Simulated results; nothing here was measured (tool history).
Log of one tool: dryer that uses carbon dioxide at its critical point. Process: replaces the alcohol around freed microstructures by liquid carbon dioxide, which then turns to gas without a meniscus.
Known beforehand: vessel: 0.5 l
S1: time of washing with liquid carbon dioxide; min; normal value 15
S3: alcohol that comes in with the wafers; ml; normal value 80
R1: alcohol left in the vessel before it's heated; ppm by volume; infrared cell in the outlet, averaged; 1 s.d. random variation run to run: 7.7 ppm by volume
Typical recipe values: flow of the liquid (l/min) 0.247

run 1 hour=0 | S1=15 flow_of_the_liquid_(l/min)=0.247 S3=80 | R1=826
run 2 hour=42 | S1=15 flow_of_the_liquid_(l/min)=0.238 S3=80 | R1=996
-- hour=48.6 inlet filter changed
run 3 hour=96.7 | S1=15 flow_of_the_liquid_(l/min)=0.238 S3=80 | R1=692
run 4 hour=130.1 | S1=15 flow_of_the_liquid_(l/min)=0.4 S3=80 | R1=204
run 5 hour=185.2 | S1=15 flow_of_the_liquid_(l/min)=0.4 S3=80 | R1=217
run 6 hour=225.2 | S1=15 flow_of_the_liquid_(l/min)=0.4 S3=80 | R1=203
run 7 hour=269.6 | S1=10 flow_of_the_liquid_(l/min)=0.247 S3=80 | R1=3387
run 8 hour=299.9 | S1=10 flow_of_the_liquid_(l/min)=0.247 S3=80 | R1=3329
run 9 hour=336.6 | S1=10 flow_of_the_liquid_(l/min)=0.247 S3=80 | R1=3419
run 10 hour=371.9 | S1=10 flow_of_the_liquid_(l/min)=0.247 S3=80 | R1=3477
run 11 hour=422.6 | S1=15 flow_of_the_liquid_(l/min)=0.247 S3=74 | R1=645
run 12 hour=476.1 | S1=15 flow_of_the_liquid_(l/min)=0.247 S3=74 | R1=682
-- hour=485 purifier's bed changed
run 13 hour=516.2 | S1=15 flow_of_the_liquid_(l/min)=0.247 S3=74 | R1=469
run 14 hour=564.1 | S1=15 flow_of_the_liquid_(l/min)=0.247 S3=80 | R1=529
run 15 hour=606 | S1=13 flow_of_the_liquid_(l/min)=0.247 S3=80 | R1=1116
run 16 hour=633.7 | S1=13 flow_of_the_liquid_(l/min)=0.247 S3=80 | R1=1145
run 17 hour=658.7 | S1=13 flow_of_the_liquid_(l/min)=0.247 S3=38 | R1=579
run 18 hour=712.6 | S1=15 flow_of_the_liquid_(l/min)=0.163 S3=80 | R1=3749
run 19 hour=757.5 | S1=15 flow_of_the_liquid_(l/min)=0.247 S3=80 | R1=588
run 20 hour=791.7 | S1=15 flow_of_the_liquid_(l/min)=0.247 S3=80 | R1=630
run 21 hour=825.9 | S1=15 flow_of_the_liquid_(l/min)=0.247 S3=80 | R1=622
run 22 hour=863.4 | S1=15 flow_of_the_liquid_(l/min)=0.193 S3=80 | R1=2047
run 23 hour=891.2 | S1=15 flow_of_the_liquid_(l/min)=0.247 S3=80 | R1=668
run 24 hour=939.1 | S1=15 flow_of_the_liquid_(l/min)=0.247 S3=80 | R1=671
run 25 hour=984.2 | S1=15 flow_of_the_liquid_(l/min)=0.255 S3=80 | R1=619
-- hour=1003.1 inlet filter changed
run 26 hour=1022.5 | S1=16 flow_of_the_liquid_(l/min)=0.249 S3=80 | R1=315
run 27 hour=1048.1 | S1=9 flow_of_the_liquid_(l/min)=0.369 S3=80 | R1=791
run 28 hour=1084.4 | S1=15 flow_of_the_liquid_(l/min)=0.247 S3=57 | R1=360
run 29 hour=1126.1 | S1=15 flow_of_the_liquid_(l/min)=0.247 S3=57 | R1=360
run 30 hour=1151.9 | S1=15 flow_of_the_liquid_(l/min)=0.247 S3=57 | R1=381
run 31 hour=1182.9 | S1=22 flow_of_the_liquid_(l/min)=0.247 S3=47 | R1=94
run 32 hour=1214.1 | S1=22 flow_of_the_liquid_(l/min)=0.247 S3=47 | R1=96
run 33 hour=1239 | S1=22 flow_of_the_liquid_(l/min)=0.247 S3=47 | R1=106
run 34 hour=1266 | S1=22 flow_of_the_liquid_(l/min)=0.247 S3=47 | R1=107
run 35 hour=1316.4 | S1=15 flow_of_the_liquid_(l/min)=0.282 S3=87 | R1=319
run 36 hour=1347.3 | S1=10 flow_of_the_liquid_(l/min)=0.219 S3=42 | R1=2749
run 37 hour=1370.9 | S1=15 flow_of_the_liquid_(l/min)=0.247 S3=67 | R1=501
run 38 hour=1429 | S1=15 flow_of_the_liquid_(l/min)=0.177 S3=97 | R1=3107
run 39 hour=1454.5 | S1=15 flow_of_the_liquid_(l/min)=0.304 S3=72 | R1=218
run 40 hour=1485.7 | S1=15 flow_of_the_liquid_(l/min)=0.304 S3=72 | R1=220
run 41 hour=1510.3 | S1=19 flow_of_the_liquid_(l/min)=0.247 S3=46 | R1=169
run 42 hour=1562.8 | S1=13 flow_of_the_liquid_(l/min)=0.401 S3=87 | R1=164
run 43 hour=1589.1 | S1=19 flow_of_the_liquid_(l/min)=0.305 S3=23 | R1=120
run 44 hour=1619.5 | S1=19 flow_of_the_liquid_(l/min)=0.305 S3=23 | R1=118
run 45 hour=1666.7 | S1=18 flow_of_the_liquid_(l/min)=0.227 S3=80 | R1=429
run 46 hour=1696 | S1=12 flow_of_the_liquid_(l/min)=0.347 S3=37 | R1=260
run 47 hour=1724.5 | S1=12 flow_of_the_liquid_(l/min)=0.347 S3=37 | R1=267

Predict each of these 3 candidate next runs independently; none follows another, all start after run 47:
run A hour=1780.7 | S1=10 flow_of_the_liquid_(l/min)=0.168 S3=83 | R1=?
run B hour=1780.7 | S1=15 flow_of_the_liquid_(l/min)=0.335 S3=64 | R1=?
run C hour=1780.7 | S1=12 flow_of_the_liquid_(l/min)=0.335 S3=112 | R1=?

run=A R1=13146
run=B R1=205
run=C R1=641
Without the tool's hidden state the same runs would have given:
run=A R1=10822
run=B R1=47
run=C R1=334
